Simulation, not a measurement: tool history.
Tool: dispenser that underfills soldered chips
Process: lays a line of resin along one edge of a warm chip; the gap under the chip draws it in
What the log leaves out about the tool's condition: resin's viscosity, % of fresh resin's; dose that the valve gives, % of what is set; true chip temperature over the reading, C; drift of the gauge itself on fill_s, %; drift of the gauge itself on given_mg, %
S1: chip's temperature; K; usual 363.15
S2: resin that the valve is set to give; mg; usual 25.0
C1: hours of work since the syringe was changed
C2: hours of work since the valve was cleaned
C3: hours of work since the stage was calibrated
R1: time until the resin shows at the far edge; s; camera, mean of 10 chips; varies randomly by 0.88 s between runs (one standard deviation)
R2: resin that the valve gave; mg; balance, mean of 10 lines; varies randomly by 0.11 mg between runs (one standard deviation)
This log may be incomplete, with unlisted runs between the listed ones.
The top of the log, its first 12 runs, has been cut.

run  hour      S1    S2  C1  C2   C3     R1     R2
     49.6  -- new syringe of resin
 13  54.5  363.15  25.0   3  75  135  101.6  23.55
 14  59.9  363.15  25.0   6  79  138  122.5  23.36
     63.8  -- new syringe of resin
 15  65.9  372.15  25.0   1  82  142   64.0  23.46
 16  71.4  372.15  25.0   5  86  145   80.6  23.14
     76.5  -- dispensing valve cleaned and set on the balance
 17  78.3  378.15  25.0   9   1  149   74.4  24.69
     79.1  -- new syringe of resin
 18  81.1  357.15  25.0   1   3  151  119.0  24.90
 19  85.0  357.15  25.0   4   5  153  132.8  24.58
 20  90.0  357.15  25.0   7   8  156  159.1  24.42
 21  92.4  349.15  28.0   8  10  158  234.6  27.72

Estimate the outcome of run 22 from the log above:
     93.3  -- new syringe of resin
 22  95.9  349.15  21.3   2  12  160   ?   ?

{"run 22": {"R1": 176.5, "R2": 20.91}}
The same run, on a tool lacking any hidden state, would have yielded R1 154.7 s, R2 21.22 mg.
